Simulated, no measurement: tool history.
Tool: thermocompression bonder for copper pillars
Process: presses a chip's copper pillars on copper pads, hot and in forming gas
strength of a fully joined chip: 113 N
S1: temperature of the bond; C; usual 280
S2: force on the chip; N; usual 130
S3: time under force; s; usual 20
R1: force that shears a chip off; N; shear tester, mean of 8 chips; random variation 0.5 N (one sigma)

run	hour	S1	S2	S3	R1
1	0	280	130	20	67.4
2	10.3	280	130	20	67.2
3	16.4	280	130	20	67.5
4	27.7	280	130	20	67
5	33.7	280	130	20	66.7
6	40.7	280	130	16	62.8
7	52.3	280	130	16	62
8	57.3	280	130	16	62.1
9	65	280	130	15	61
10	71.3	280	172	15	73.9
11	78.3	280	172	15	75
12	89.9	280	130	20	66.2
13	100.1	251	140	20	49.9
14	106.1	297	114	20	70.9
# hour 109.1: heater calibrated with a thermocouple chip
15	114.1	297	114	20	68.7
16	124.4	294	111	20	65.1
17	134.3	294	111	20	66.1
18	141	280	125	14	55.3
19	147.6	303	192	10	83.4
20	154	303	192	10	84.1
# hour 157.5: heater calibrated with a thermocouple chip, once more
# hour 158.9: forming gas filter changed
21	166.5	303	192	10	94.2
22	171.9	303	128	19	87.4
23	183.6	303	128	19	85.4
24	188.6	303	128	19	85.8

Forecast each of these 4 alternatives for the next run:
A	198.5	254	128	15	?
B	198.5	251	128	13	?
C	198.5	297	130	20	?
D	198.5	272	140	47	?

run	R1
A	48.6
B	44.3
C	84.2
D	88.6
Without the tool's hidden state the same runs would have given:
run	R1
A	48.1
B	43.8
C	83.9
D	88.4

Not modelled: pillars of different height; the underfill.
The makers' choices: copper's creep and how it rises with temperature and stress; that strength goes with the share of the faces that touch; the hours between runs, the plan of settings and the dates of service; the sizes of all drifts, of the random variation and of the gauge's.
